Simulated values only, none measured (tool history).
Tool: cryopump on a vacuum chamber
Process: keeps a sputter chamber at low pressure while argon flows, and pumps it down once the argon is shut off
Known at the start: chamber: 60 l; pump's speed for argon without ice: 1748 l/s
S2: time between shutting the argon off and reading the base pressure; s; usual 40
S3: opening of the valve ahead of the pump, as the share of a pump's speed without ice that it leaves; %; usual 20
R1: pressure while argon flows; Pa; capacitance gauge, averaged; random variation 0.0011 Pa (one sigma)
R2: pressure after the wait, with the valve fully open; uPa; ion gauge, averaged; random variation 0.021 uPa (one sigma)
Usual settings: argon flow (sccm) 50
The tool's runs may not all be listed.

Run 1, hour 0.0: usual settings. Result: R1 0.2636 Pa, R2 0.91 uPa.
Run 2, hour 54.6: usual settings. Result: R1 0.2652 Pa, R2 0.91 uPa.
Run 3, hour 113.5: usual settings. Result: R1 0.2691 Pa, R2 0.93 uPa.
At hour 123.6: pump warmed up, emptied and cooled again.
Run 4, hour 150.5: usual settings. Result: R1 0.2450 Pa, R2 0.80 uPa.
Run 5, hour 207.4: usual settings. Result: R1 0.2452 Pa, R2 0.86 uPa.
Run 6, hour 241.8: usual settings. Result: R1 0.2432 Pa, R2 0.86 uPa.
Run 7, hour 293.3: usual settings but argon flow (sccm) 95. Result: R1 0.4616 Pa, R2 0.87 uPa.
Run 8, hour 323.5: usual settings but S2 128 s. Result: R1 0.2441 Pa, R2 0.46 uPa.
Run 9, hour 381.2: usual settings but S2 128 s. Result: R1 0.2477 Pa, R2 0.45 uPa.
Run 10, hour 430.0: usual settings but S3 50 %. Result: R1 0.1015 Pa, R2 0.87 uPa.
Run 11, hour 476.9: usual settings but S3 50 %. Result: R1 0.1018 Pa, R2 0.88 uPa.
Run 12, hour 520.5: usual settings but S3 50 %. Result: R1 0.1024 Pa, R2 0.85 uPa.
Run 13, hour 566.0: usual settings but S3 50 %. Result: R1 0.1040 Pa, R2 0.91 uPa.
Run 14, hour 607.1: usual settings but S2 188 s, S3 50 %. Result: R1 0.1041 Pa, R2 0.47 uPa.
Run 15, hour 652.1: usual settings but argon flow (sccm) 30. Result: R1 0.1493 Pa, R2 0.91 uPa.
Run 16, hour 677.1: usual settings but argon flow (sccm) 31. Result: R1 0.1554 Pa, R2 0.93 uPa.
Run 17, hour 714.2: usual settings but argon flow (sccm) 49. Result: R1 0.2453 Pa, R2 0.95 uPa.
Run 18, hour 773.4: usual settings but S2 243 s. Result: R1 0.2523 Pa, R2 0.41 uPa.
Run 19, hour 817.0: usual settings but S2 243 s. Result: R1 0.2499 Pa, R2 0.42 uPa.
Run 20, hour 867.2: usual settings but argon flow (sccm) 60, S3 46 %. Result: R1 0.1392 Pa, R2 0.91 uPa.
Run 21, hour 927.6: usual settings but S2 76 s, S3 46 %. Result: R1 0.1165 Pa, R2 0.66 uPa.
Run 22, hour 954.4: usual settings but S2 117 s, S3 22 %. Result: R1 0.2328 Pa, R2 0.53 uPa.
Run 23, hour 1003.3: usual settings but S2 117 s, S3 22 %. Result: R1 0.2327 Pa, R2 0.55 uPa.
Run 24, hour 1054.3: usual settings. Result: R1 0.2562 Pa, R2 0.98 uPa.
Run 25, hour 1114.6: usual settings but argon flow (sccm) 27. Result: R1 0.1383 Pa, R2 0.97 uPa.
Run 26, hour 1148.8: usual settings but argon flow (sccm) 55, S2 42 s, S3 18 %. Result: R1 0.3139 Pa, R2 0.95 uPa.
Run 27, hour 1187.0: usual settings but argon flow (sccm) 33, S2 285 s, S3 29 %. Result: R1 0.1212 Pa, R2 0.46 uPa.
Run 28, hour 1228.1: usual settings but S2 35 s, S3 40 %. Result: R1 0.1386 Pa, R2 1.10 uPa.
Run 29, hour 1288.6: usual settings but S2 38 s, S3 16 %. Result: R1 0.3214 Pa, R2 1.03 uPa.
Run 30, hour 1327.3: usual settings but argon flow (sccm) 20, S3 23 %. Result: R1 0.0905 Pa, R2 1.04 uPa.
Run 31, hour 1365.0: usual settings but S2 68 s. Result: R1 0.2617 Pa, R2 0.79 uPa.
Run 32, hour 1416.1: usual settings but S3 25 %. Result: R1 0.2153 Pa, R2 1.05 uPa.
Run 33, hour 1469.9: usual settings but argon flow (sccm) 55, S2 240 s, S3 34 %. Result: R1 0.1814 Pa, R2 0.57 uPa.
Run 34, hour 1503.8: usual settings but argon flow (sccm) 55, S2 240 s, S3 34 %. Result: R1 0.1818 Pa, R2 0.62 uPa.
At hour 1543.2: pump warmed up, emptied and cooled again.
Run 35, hour 1568.2: usual settings but argon flow (sccm) 64, S2 27 s, S3 45 %. Result: R1 0.1382 Pa, R2 1.29 uPa.

The same runs without the tool's hidden state, with the same run-to-run variation:
The hidden state here: pump's speed, % of a pump's without ice; cold plate's temperature, K; leak into the chamber, uPa l/s; drift of the gauge itself on working_pa, %; drift of the gauge itself on base_upa, %.
run      R1    R2
  1  0.2410  0.79
  2  0.2413  0.78
  3  0.2436  0.79
  4  0.2435  0.76
  5  0.2431  0.81
  6  0.2407  0.80
  7  0.4557  0.81
  8  0.2406  0.39
  9  0.2434  0.37
 10  0.0965  0.79
 11  0.0963  0.79
 12  0.0963  0.75
 13  0.0973  0.80
 14  0.0968  0.36
 15  0.1445  0.79
 16  0.1503  0.81
 17  0.2367  0.83
 18  0.2425  0.28
 19  0.2396  0.27
 20  0.1258  0.76
 21  0.1046  0.50
 22  0.2203  0.36
 23  0.2195  0.38
 24  0.2420  0.80
 25  0.1302  0.77
 26  0.2966  0.75
 27  0.1104  0.25
 28  0.1213  0.88
 29  0.3029  0.80
 30  0.0829  0.79
 31  0.2417  0.54
 32  0.1940  0.78
 33  0.1568  0.29
 34  0.1566  0.33
 35  0.1358  1.13

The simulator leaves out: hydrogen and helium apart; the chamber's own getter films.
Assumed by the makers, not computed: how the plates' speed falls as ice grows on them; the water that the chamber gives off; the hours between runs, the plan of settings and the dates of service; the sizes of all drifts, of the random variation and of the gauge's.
